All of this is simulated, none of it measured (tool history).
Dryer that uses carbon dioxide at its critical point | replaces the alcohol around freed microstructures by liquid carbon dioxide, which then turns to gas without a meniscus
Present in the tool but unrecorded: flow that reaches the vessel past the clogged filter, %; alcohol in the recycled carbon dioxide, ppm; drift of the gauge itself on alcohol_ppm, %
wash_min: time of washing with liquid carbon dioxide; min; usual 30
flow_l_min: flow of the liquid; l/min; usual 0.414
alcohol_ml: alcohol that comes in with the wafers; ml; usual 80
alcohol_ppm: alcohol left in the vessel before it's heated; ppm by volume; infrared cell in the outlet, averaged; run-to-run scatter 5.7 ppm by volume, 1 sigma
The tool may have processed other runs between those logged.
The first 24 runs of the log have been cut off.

run,hour,wash_min,flow_l_min,alcohol_ml,hours of work since the filter was changed,hours of work since the purifier's bed was changed,alcohol_ppm
25,205.7,30,0.489,80,96,378,131
26,215.5,30,0.414,80,102,384,251
27,222.7,23,0.414,36,106,388,363
28,227.8,39,0.414,80,109,391,88
29,239.0,30,0.414,113,116,398,338
30,249.7,19,0.414,25,122,404,497
31,258.3,19,0.414,25,128,410,498
32,266.2,21,0.585,47,132,414,191
33,274.2,42,0.414,26,137,419,66
34,282.8,18,0.437,33,142,424,635
35,288.8,18,0.677,54,146,428,229
36,294.4,47,0.564,119,149,431,54

3 ways to go on from here, each from the tool as it stands after run 36. What would each give?
A,305.7,41,0.559,80,156,438,?
B,305.7,39,0.332,80,156,438,?
C,305.7,30,0.385,59,156,438,?

run,alcohol_ppm
A,70
B,228
C,268
What these runs would have given with no unlogged condition in the tool:
run,alcohol_ppm
A,17
B,142
C,178

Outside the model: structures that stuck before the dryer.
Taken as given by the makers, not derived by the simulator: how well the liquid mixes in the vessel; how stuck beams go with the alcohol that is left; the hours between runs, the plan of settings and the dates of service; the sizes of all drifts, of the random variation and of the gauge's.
